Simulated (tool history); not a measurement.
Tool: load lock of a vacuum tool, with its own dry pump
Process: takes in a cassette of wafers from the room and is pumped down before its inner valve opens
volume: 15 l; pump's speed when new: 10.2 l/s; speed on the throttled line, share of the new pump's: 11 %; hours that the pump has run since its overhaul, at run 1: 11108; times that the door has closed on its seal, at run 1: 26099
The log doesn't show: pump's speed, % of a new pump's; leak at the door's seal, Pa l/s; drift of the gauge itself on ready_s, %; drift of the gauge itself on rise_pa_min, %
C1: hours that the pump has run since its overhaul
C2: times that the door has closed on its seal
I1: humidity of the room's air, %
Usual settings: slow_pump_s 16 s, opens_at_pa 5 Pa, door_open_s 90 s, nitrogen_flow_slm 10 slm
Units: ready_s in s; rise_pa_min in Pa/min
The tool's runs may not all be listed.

{"run": 1, "hour": 0.0, "slow_pump_s": 16, "opens_at_pa": 5, "door_open_s": 90, "nitrogen_flow_slm": 10, "C1": 11108, "C2": 26099, "I1": 46.3, "ready_s": 30.3, "rise_pa_min": 0.134}
{"run": 2, "hour": 470.1, "slow_pump_s": 16, "opens_at_pa": 5, "door_open_s": 90, "nitrogen_flow_slm": 10, "C1": 11578, "C2": 28002, "I1": 42.0, "ready_s": 30.4, "rise_pa_min": 0.137}
{"run": 3, "hour": 797.3, "slow_pump_s": 16, "opens_at_pa": 5, "door_open_s": 90, "nitrogen_flow_slm": 10, "C1": 11905, "C2": 29327, "I1": 41.2, "ready_s": 30.3, "rise_pa_min": 0.139}
{"run": 4, "hour": 1037.6, "slow_pump_s": 16, "opens_at_pa": 5, "door_open_s": 90, "nitrogen_flow_slm": 10, "C1": 12145, "C2": 30300, "I1": 47.1, "ready_s": 30.6, "rise_pa_min": 0.15}
{"run": 5, "hour": 1521.7, "slow_pump_s": 16, "opens_at_pa": 5, "door_open_s": 90, "nitrogen_flow_slm": 10, "C1": 12629, "C2": 32259, "I1": 45.8, "ready_s": 30.4, "rise_pa_min": 0.156}
{"run": 6, "hour": 1848.4, "slow_pump_s": 16, "opens_at_pa": 5, "door_open_s": 90, "nitrogen_flow_slm": 10, "C1": 12956, "C2": 33582, "I1": 45.6, "ready_s": 30.7, "rise_pa_min": 0.164}
{"run": 7, "hour": 2059.4, "slow_pump_s": 16, "opens_at_pa": 5, "door_open_s": 31, "nitrogen_flow_slm": 10, "C1": 13167, "C2": 34436, "I1": 44.0, "ready_s": 30.3, "rise_pa_min": 0.149}
{"run": 8, "hour": 2563.1, "slow_pump_s": 16, "opens_at_pa": 5, "door_open_s": 31, "nitrogen_flow_slm": 10, "C1": 13671, "C2": 36475, "I1": 43.1, "ready_s": 30.6, "rise_pa_min": 0.167}
{"run": 9, "hour": 2909.2, "slow_pump_s": 16, "opens_at_pa": 5, "door_open_s": 31, "nitrogen_flow_slm": 10, "C1": 14017, "C2": 37876, "I1": 47.3, "ready_s": 30.8, "rise_pa_min": 0.176}
{"run": 10, "hour": 3227.5, "slow_pump_s": 15, "opens_at_pa": 5, "door_open_s": 31, "nitrogen_flow_slm": 10, "C1": 14335, "C2": 39165, "I1": 45.7, "ready_s": 29.7, "rise_pa_min": 0.187}
{"run": 11, "hour": 3523.0, "slow_pump_s": 15, "opens_at_pa": 5, "door_open_s": 31, "nitrogen_flow_slm": 10, "C1": 14631, "C2": 40361, "I1": 42.8, "ready_s": 29.9, "rise_pa_min": 0.184}
{"run": 12, "hour": 3785.2, "slow_pump_s": 15, "opens_at_pa": 5, "door_open_s": 31, "nitrogen_flow_slm": 10, "C1": 14893, "C2": 41423, "I1": 42.1, "ready_s": 29.8, "rise_pa_min": 0.19}
{"run": 13, "hour": 4193.4, "slow_pump_s": 16, "opens_at_pa": 7, "door_open_s": 90, "nitrogen_flow_slm": 10, "C1": 15301, "C2": 43075, "I1": 47.6, "ready_s": 30.2, "rise_pa_min": 0.226}
{"run": 14, "hour": 4655.4, "slow_pump_s": 16, "opens_at_pa": 5, "door_open_s": 90, "nitrogen_flow_slm": 10, "C1": 15763, "C2": 44945, "I1": 45.9, "ready_s": 30.7, "rise_pa_min": 0.236}
{"run": 15, "hour": 5151.4, "slow_pump_s": 16, "opens_at_pa": 5, "door_open_s": 90, "nitrogen_flow_slm": 10, "C1": 16259, "C2": 46953, "I1": 42.7, "ready_s": 30.8, "rise_pa_min": 0.238}
{"run": 16, "hour": 5463.4, "slow_pump_s": 16, "opens_at_pa": 5, "door_open_s": 46, "nitrogen_flow_slm": 10, "C1": 16571, "C2": 48216, "I1": 41.3, "ready_s": 30.9, "rise_pa_min": 0.233}
{"run": 17, "hour": 5845.0, "slow_pump_s": 16, "opens_at_pa": 5, "door_open_s": 46, "nitrogen_flow_slm": 10, "C1": 16953, "C2": 49761, "I1": 42.8, "ready_s": 30.7, "rise_pa_min": 0.25}
{"run": 18, "hour": 6100.4, "slow_pump_s": 16, "opens_at_pa": 5, "door_open_s": 46, "nitrogen_flow_slm": 10, "C1": 17208, "C2": 50795, "I1": 45.1, "ready_s": 31.1, "rise_pa_min": 0.259}
{"run": 19, "hour": 6545.1, "slow_pump_s": 31, "opens_at_pa": 9, "door_open_s": 46, "nitrogen_flow_slm": 21, "C1": 17653, "C2": 52596, "I1": 45.2, "ready_s": 43.2, "rise_pa_min": 0.263}
{"run": 20, "hour": 6901.2, "slow_pump_s": 15, "opens_at_pa": 9, "door_open_s": 127, "nitrogen_flow_slm": 10, "C1": 18009, "C2": 54037, "I1": 45.6, "ready_s": 29.0, "rise_pa_min": 0.303}
{"run": 21, "hour": 7237.1, "slow_pump_s": 9, "opens_at_pa": 5, "door_open_s": 59, "nitrogen_flow_slm": 7, "C1": 18345, "C2": 55397, "I1": 46.3, "ready_s": 25.1, "rise_pa_min": 0.301}
{"run": 22, "hour": 7621.7, "slow_pump_s": 9, "opens_at_pa": 5, "door_open_s": 59, "nitrogen_flow_slm": 7, "C1": 18729, "C2": 56954, "I1": 45.6, "ready_s": 25.1, "rise_pa_min": 0.313}
{"run": 23, "hour": 7835.9, "slow_pump_s": 16, "opens_at_pa": 5, "door_open_s": 118, "nitrogen_flow_slm": 25, "C1": 18943, "C2": 57821, "I1": 45.2, "ready_s": 31.2, "rise_pa_min": 0.312}
{"run": 24, "hour": 8340.7, "slow_pump_s": 16, "opens_at_pa": 5, "door_open_s": 118, "nitrogen_flow_slm": 25, "C1": 19448, "C2": 59865, "I1": 41.4, "ready_s": 31.2, "rise_pa_min": 0.325}
{"hour": 8509.5, "done": "door's seal changed, seat wiped"}
{"run": 25, "hour": 8559.6, "slow_pump_s": 16, "opens_at_pa": 5, "door_open_s": 34, "nitrogen_flow_slm": 10, "C1": 19666, "C2": 203, "I1": 45.2, "ready_s": 31.1, "rise_pa_min": 0.042}
{"run": 26, "hour": 8925.9, "slow_pump_s": 16, "opens_at_pa": 5, "door_open_s": 34, "nitrogen_flow_slm": 10, "C1": 20032, "C2": 1685, "I1": 41.6, "ready_s": 31.3, "rise_pa_min": 0.04}
{"run": 27, "hour": 9204.9, "slow_pump_s": 16, "opens_at_pa": 5, "door_open_s": 34, "nitrogen_flow_slm": 10, "C1": 20311, "C2": 2815, "I1": 46.1, "ready_s": 31.3, "rise_pa_min": 0.049}
{"run": 28, "hour": 9603.5, "slow_pump_s": 23, "opens_at_pa": 7, "door_open_s": 90, "nitrogen_flow_slm": 5, "C1": 20710, "C2": 4428, "I1": 46.5, "ready_s": 36.9, "rise_pa_min": 0.071}
{"run": 29, "hour": 9829.0, "slow_pump_s": 8, "opens_at_pa": 7, "door_open_s": 184, "nitrogen_flow_slm": 5, "C1": 20935, "C2": 5341, "I1": 44.7, "ready_s": 23.7, "rise_pa_min": 0.086}
{"run": 30, "hour": 10163.6, "slow_pump_s": 8, "opens_at_pa": 7, "door_open_s": 184, "nitrogen_flow_slm": 5, "C1": 21270, "C2": 6696, "I1": 43.8, "ready_s": 23.9, "rise_pa_min": 0.09}
{"run": 31, "hour": 10377.5, "slow_pump_s": 20, "opens_at_pa": 8, "door_open_s": 124, "nitrogen_flow_slm": 11, "C1": 21484, "C2": 7562, "I1": 46.0, "ready_s": 34.0, "rise_pa_min": 0.069}
{"run": 32, "hour": 10772.9, "slow_pump_s": 20, "opens_at_pa": 8, "door_open_s": 124, "nitrogen_flow_slm": 11, "C1": 21879, "C2": 9162, "I1": 46.4, "ready_s": 34.1, "rise_pa_min": 0.077}
{"run": 33, "hour": 10993.3, "slow_pump_s": 24, "opens_at_pa": 7, "door_open_s": 64, "nitrogen_flow_slm": 5, "C1": 22099, "C2": 10055, "I1": 45.4, "ready_s": 38.1, "rise_pa_min": 0.076}
{"hour": 11054.8, "done": "dry pump taken out, an overhauled one fitted"}
{"run": 34, "hour": 11373.3, "slow_pump_s": 16, "opens_at_pa": 5, "door_open_s": 102, "nitrogen_flow_slm": 10, "C1": 318, "C2": 11569, "I1": 45.0, "ready_s": 29.4, "rise_pa_min": 0.079}
{"run": 35, "hour": 11613.7, "slow_pump_s": 15, "opens_at_pa": 7, "door_open_s": 45, "nitrogen_flow_slm": 5, "C1": 559, "C2": 12542, "I1": 46.9, "ready_s": 27.8, "rise_pa_min": 0.081}
{"run": 36, "hour": 12001.1, "slow_pump_s": 16, "opens_at_pa": 5, "door_open_s": 90, "nitrogen_flow_slm": 20, "C1": 946, "C2": 14110, "I1": 44.6, "ready_s": 29.3, "rise_pa_min": 0.075}

Forecast each of these 5 alternatives for the next run:
{"run": "A", "hour": 12333.2, "slow_pump_s": 13, "opens_at_pa": 5, "door_open_s": 90, "nitrogen_flow_slm": 10, "C1": 1278, "C2": 15455, "I1": 45.3, "ready_s": "?", "rise_pa_min": "?"}
{"run": "B", "hour": 12333.2, "slow_pump_s": 16, "opens_at_pa": 6, "door_open_s": 90, "nitrogen_flow_slm": 20, "C1": 1278, "C2": 15455, "I1": 45.2, "ready_s": "?", "rise_pa_min": "?"}
{"run": "C", "hour": 12333.2, "slow_pump_s": 27, "opens_at_pa": 5, "door_open_s": 62, "nitrogen_flow_slm": 10, "C1": 1278, "C2": 15455, "I1": 45.4, "ready_s": "?", "rise_pa_min": "?"}
{"run": "D", "hour": 12333.2, "slow_pump_s": 27, "opens_at_pa": 5, "door_open_s": 194, "nitrogen_flow_slm": 10, "C1": 1278, "C2": 15455, "I1": 44.3, "ready_s": "?", "rise_pa_min": "?"}
{"run": "E", "hour": 12333.2, "slow_pump_s": 16, "opens_at_pa": 6, "door_open_s": 90, "nitrogen_flow_slm": 10, "C1": 1278, "C2": 15455, "I1": 50.2, "ready_s": "?", "rise_pa_min": "?"}

run=A ready_s=26.6 rise_pa_min=0.086
run=B ready_s=28.9 rise_pa_min=0.079
run=C ready_s=39.2 rise_pa_min=0.083
run=D ready_s=39.2 rise_pa_min=0.101
run=E ready_s=28.9 rise_pa_min=0.095
Without the tool's hidden state the same runs would have given:
run=A ready_s=26.3 rise_pa_min=0.049
run=B ready_s=28.7 rise_pa_min=0.042
run=C ready_s=38.9 rise_pa_min=0.046
run=D ready_s=38.9 rise_pa_min=0.064
run=E ready_s=28.6 rise_pa_min=0.058

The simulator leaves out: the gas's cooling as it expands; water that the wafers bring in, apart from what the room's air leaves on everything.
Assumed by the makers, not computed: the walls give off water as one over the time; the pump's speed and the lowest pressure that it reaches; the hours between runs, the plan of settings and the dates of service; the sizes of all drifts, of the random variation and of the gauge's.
